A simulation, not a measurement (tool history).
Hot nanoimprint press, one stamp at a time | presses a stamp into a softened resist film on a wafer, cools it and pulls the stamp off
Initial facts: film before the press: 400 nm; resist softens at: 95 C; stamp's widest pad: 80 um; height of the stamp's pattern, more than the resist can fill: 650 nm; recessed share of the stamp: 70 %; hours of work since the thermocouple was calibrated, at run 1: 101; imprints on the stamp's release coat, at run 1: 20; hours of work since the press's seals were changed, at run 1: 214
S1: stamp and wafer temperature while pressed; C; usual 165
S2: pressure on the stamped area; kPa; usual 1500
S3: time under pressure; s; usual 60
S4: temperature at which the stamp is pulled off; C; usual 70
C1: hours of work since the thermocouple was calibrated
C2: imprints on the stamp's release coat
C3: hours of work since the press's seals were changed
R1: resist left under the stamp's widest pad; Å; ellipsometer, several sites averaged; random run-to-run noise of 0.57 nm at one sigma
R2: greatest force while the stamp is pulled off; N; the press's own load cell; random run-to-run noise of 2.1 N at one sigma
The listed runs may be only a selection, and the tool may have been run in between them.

Run 1, day 0: usual settings; C1 101; C2 20; C3 214. Result: R1 2303 Å, R2 198 N.
Run 2, day 0.783: usual settings; C1 109; C2 78; C3 222. Result: R1 2321 Å, R2 196 N.
Run 3, day 1.458: usual settings but S2 1360 kPa; C1 115; C2 127; C3 228. Result: R1 2391 Å, R2 198 N.
Run 4, day 1.812: usual settings but S1 173 C, S2 1360 kPa; C1 119; C2 154; C3 232. Result: R1 1644 Å, R2 195 N.
Run 5, day 2.396: usual settings but S1 173 C, S2 1360 kPa; C1 125; C2 197; C3 238. Result: R1 1651 Å, R2 195 N.
Run 6, day 2.754: usual settings but S1 172 C, S2 1360 kPa; C1 128; C2 223; C3 241. Result: R1 1733 Å, R2 195 N.
Run 7, day 3.354: usual settings; C1 134; C2 267; C3 247. Result: R1 2300 Å, R2 197 N.
Run 8, day 3.971: usual settings but S2 2230 kPa; C1 140; C2 312; C3 253. Result: R1 1985 Å, R2 192 N.
Run 9, day 4.621: usual settings but S2 1090 kPa, S4 59 C; C1 146; C2 360; C3 259. Result: R1 2560 Å, R2 233 N.
Run 10, day 5.104: usual settings but S2 1780 kPa, S3 30 s; C1 151; C2 395; C3 264. Result: R1 2690 Å, R2 194 N.
Run 11, day 5.521: usual settings but S2 2080 kPa; C1 155; C2 426; C3 268. Result: R1 2043 Å, R2 195 N.
Run 12, day 6.342: usual settings but S1 160 C, S2 2090 kPa; C1 163; C2 486; C3 276. Result: R1 2550 Å, R2 196 N.
Run 13, day 7.167: usual settings but S1 160 C, S2 2090 kPa; C1 171; C2 547; C3 284. Result: R1 2557 Å, R2 199 N.
At day 7.729: stamp cleaned and given a new release coat.
Run 14, day 7.758: usual settings but S1 154 C, S2 1340 kPa; C1 175; C2 2; C3 288. Result: R1 3415 Å, R2 193 N.

Branching from run 14: 5 alternative next runs. What would each branch give?
Run A, day 8.317: usual settings but S1 167 C, S2 1340 kPa; C1 180; C2 43; C3 293. Result: R1 ?, R2 ?.
Run B, day 8.317: usual settings but S2 920 kPa, S4 74 C; C1 180; C2 43; C3 293. Result: R1 ?, R2 ?.
Run C, day 8.317: usual settings but S1 154 C, S2 1900 kPa; C1 180; C2 43; C3 293. Result: R1 ?, R2 ?.
Run D, day 8.317: usual settings but S3 51 s, S4 77 C; C1 180; C2 43; C3 293. Result: R1 ?, R2 ?.
Run E, day 8.317: usual settings but S1 154 C, S2 1340 kPa, S3 67 s; C1 180; C2 43; C3 293. Result: R1 ?, R2 ?.

run    R1   R2
  A  2195  197
  B  2696  185
  C  3233  198
  D  2424  171
  E  3372  198
Stripped of hidden state, with their random variation kept, the same runs would have yielded:
run    R1   R2
  A  2197  197
  B  2697  185
  C  3235  198
  D  2426  171
  E  3373  198
